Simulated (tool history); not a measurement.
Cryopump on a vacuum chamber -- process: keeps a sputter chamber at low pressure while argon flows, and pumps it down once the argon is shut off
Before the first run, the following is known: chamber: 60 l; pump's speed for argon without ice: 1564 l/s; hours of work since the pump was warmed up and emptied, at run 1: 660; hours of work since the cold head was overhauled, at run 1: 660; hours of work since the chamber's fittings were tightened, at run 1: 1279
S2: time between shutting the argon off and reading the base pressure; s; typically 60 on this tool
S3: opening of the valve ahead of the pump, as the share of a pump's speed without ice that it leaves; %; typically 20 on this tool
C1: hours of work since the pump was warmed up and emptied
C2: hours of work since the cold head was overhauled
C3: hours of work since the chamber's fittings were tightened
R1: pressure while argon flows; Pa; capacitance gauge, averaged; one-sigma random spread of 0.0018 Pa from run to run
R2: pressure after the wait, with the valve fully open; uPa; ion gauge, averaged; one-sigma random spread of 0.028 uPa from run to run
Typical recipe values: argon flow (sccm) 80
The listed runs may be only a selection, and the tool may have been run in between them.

{"run": 1, "hour": 0.0, "argon flow (sccm)": 80, "S2": 60, "S3": 20, "C1": 660, "C2": 660, "C3": 1279, "R1": 0.461, "R2": 2.22}
{"run": 2, "hour": 24.1, "argon flow (sccm)": 80, "S2": 60, "S3": 20, "C1": 672, "C2": 672, "C3": 1291, "R1": 0.4657, "R2": 2.28}
{"run": 3, "hour": 59.2, "argon flow (sccm)": 80, "S2": 60, "S3": 20, "C1": 690, "C2": 690, "C3": 1309, "R1": 0.4661, "R2": 2.3}
{"run": 4, "hour": 94.3, "argon flow (sccm)": 80, "S2": 60, "S3": 20, "C1": 707, "C2": 707, "C3": 1326, "R1": 0.4623, "R2": 2.27}
{"run": 5, "hour": 132.4, "argon flow (sccm)": 80, "S2": 60, "S3": 20, "C1": 726, "C2": 726, "C3": 1345, "R1": 0.4672, "R2": 2.35}
{"hour": 164.1, "done": "pump warmed up, emptied and cooled again"}
{"run": 6, "hour": 169.5, "argon flow (sccm)": 80, "S2": 60, "S3": 20, "C1": 3, "C2": 743, "C3": 1361, "R1": 0.436, "R2": 2.01}
{"run": 7, "hour": 210.6, "argon flow (sccm)": 80, "S2": 60, "S3": 20, "C1": 23, "C2": 763, "C3": 1382, "R1": 0.4358, "R2": 2.08}
{"run": 8, "hour": 246.1, "argon flow (sccm)": 80, "S2": 200, "S3": 20, "C1": 41, "C2": 781, "C3": 1400, "R1": 0.433, "R2": 1.3}
{"run": 9, "hour": 274.1, "argon flow (sccm)": 52, "S2": 238, "S3": 16, "C1": 55, "C2": 795, "C3": 1414, "R1": 0.3542, "R2": 1.25}
{"run": 10, "hour": 303.1, "argon flow (sccm)": 114, "S2": 42, "S3": 16, "C1": 70, "C2": 809, "C3": 1428, "R1": 0.7696, "R2": 2.54}
{"run": 11, "hour": 334.6, "argon flow (sccm)": 107, "S2": 246, "S3": 17, "C1": 85, "C2": 825, "C3": 1444, "R1": 0.6814, "R2": 1.23}
{"run": 12, "hour": 363.2, "argon flow (sccm)": 107, "S2": 246, "S3": 17, "C1": 100, "C2": 840, "C3": 1458, "R1": 0.6913, "R2": 1.28}
{"run": 13, "hour": 382.6, "argon flow (sccm)": 67, "S2": 199, "S3": 20, "C1": 109, "C2": 849, "C3": 1468, "R1": 0.3666, "R2": 1.28}
{"run": 14, "hour": 421.2, "argon flow (sccm)": 67, "S2": 199, "S3": 20, "C1": 129, "C2": 869, "C3": 1487, "R1": 0.3693, "R2": 1.38}
{"run": 15, "hour": 440.2, "argon flow (sccm)": 41, "S2": 60, "S3": 24, "C1": 138, "C2": 878, "C3": 1497, "R1": 0.1869, "R2": 2.16}
{"run": 16, "hour": 475.7, "argon flow (sccm)": 41, "S2": 60, "S3": 24, "C1": 156, "C2": 896, "C3": 1515, "R1": 0.1873, "R2": 2.21}

Branching from run 16: 3 alternative next runs. What would each branch give?
{"run": "A", "hour": 511.4, "argon flow (sccm)": 69, "S2": 60, "S3": 22, "C1": 174, "C2": 914, "C3": 1533, "R1": "?", "R2": "?"}
{"run": "B", "hour": 511.4, "argon flow (sccm)": 41, "S2": 194, "S3": 17, "C1": 174, "C2": 914, "C3": 1533, "R1": "?", "R2": "?"}
{"run": "C", "hour": 511.4, "argon flow (sccm)": 83, "S2": 201, "S3": 50, "C1": 174, "C2": 914, "C3": 1533, "R1": "?", "R2": "?"}

run=A R1=0.3469 R2=2.23
run=B R1=0.2657 R2=1.38
run=C R1=0.1875 R2=1.41
With no hidden state in the tool, these same runs would have given:
run=A R1=0.3402 R2=1.33
run=B R1=0.2617 R2=0.51
run=C R1=0.1796 R2=0.53

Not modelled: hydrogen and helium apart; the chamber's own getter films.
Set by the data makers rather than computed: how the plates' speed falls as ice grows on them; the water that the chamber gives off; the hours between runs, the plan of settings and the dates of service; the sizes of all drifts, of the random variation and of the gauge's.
